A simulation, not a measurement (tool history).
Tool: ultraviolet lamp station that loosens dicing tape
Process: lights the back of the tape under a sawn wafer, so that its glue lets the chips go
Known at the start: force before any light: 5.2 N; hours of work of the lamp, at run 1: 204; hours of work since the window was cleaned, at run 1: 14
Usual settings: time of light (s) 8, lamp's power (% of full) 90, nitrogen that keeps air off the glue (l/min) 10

run   hour  time of light (s)  lamp's power (% of full)  nitrogen that keeps air off the glue (l/min)  hours of work of the lamp  hours of work since the window was cleaned  force that peels the tape off (N)  light that reached the tape (J/m2)
  1      0                  8                        90                                            10                        204                                          14                              0.558                                3580
  2      7                  8                        90                                            10                        208                                          19                              0.587                                3520
  3   22.4                  8                        82                                            10                        217                                          28                              0.654                                3220
  4   30.3                  9                        82                                            10                        222                                          32                              0.531                                3590
  5   39.5                  9                        82                                            10                        228                                          38                              0.573                                3600
  6   47.1                  9                        82                                            10                        232                                          42                               0.56                                3580
  7   57.1                  8                        90                                            10                        238                                          48                              0.593                                3450
  8   64.5                 15                        90                                            10                        242                                          53                              0.223                                6570
  9   80.1                 15                        90                                            10                        252                                          62                              0.224                                6490
 10   95.6                 15                        90                                            10                        261                                          71                              0.219                                6470
 11  109.6                  8                        90                                            10                        269                                          79                              0.589                                3410
 12  117.6                  8                        64                                            10                        274                                          84                              1.089                                2390
 13  126.8                 13                        64                                             3                        279                                          89                              0.758                                3940
 14  134.8                 13                        64                                             3                        284                                          94                              0.707                                3900
 15  143.8                 13                        90                                             5                        289                                          99                              0.343                                5470
 16  158.3                  5                        90                                            10                        298                                         108                              1.263                                2110
 17  170.1                 13                        96                                            10                        305                                         115                              0.249                                5720
 18  183.7                  8                        76                                            17                        313                                         123                              0.719                                2800
 19  197.4                  9                        75                                             9                        321                                         131                              0.718                                3130
 20  207.2                  8                        61                                            10                        327                                         137                              1.181                                2220
 21  219.3                  8                        61                                            10                        334                                         144                              1.189                                2240
 22    234                  8                        61                                            10                        343                                         153                              1.226                                2210
 23  244.6                  8                        94                                             6                        349                                         159                              0.729                                3420

5 ways to go on from here, each from the tool as it stands after run 23. What would each give?
  A  251.5                  4                        90                                             8                        353                                         163                                  ?                                   ?
  B  251.5                  7                        62                                            20                        353                                         163                                  ?                                   ?
  C  251.5                  8                        95                                            10                        353                                         163                                  ?                                   ?
  D  251.5                  5                        95                                             5                        353                                         163                                  ?                                   ?
  E  251.5                  8                        94                                            16                        353                                         163                                  ?                                   ?

run  force that peels the tape off (N)  light that reached the tape (J/m2)
  A                              1.815                                1640
  B                              1.197                                1970
  C                              0.615                                3460
  D                              1.501                                2170
  E                              0.527                                3420
Without the tool's hidden state the same runs would have given:
run  force that peels the tape off (N)  light that reached the tape (J/m2)
  A                              1.565                                1880
  B                              0.985                                2260
  C                               0.48                                3970
  D                              1.263                                2480
  E                              0.411                                3920
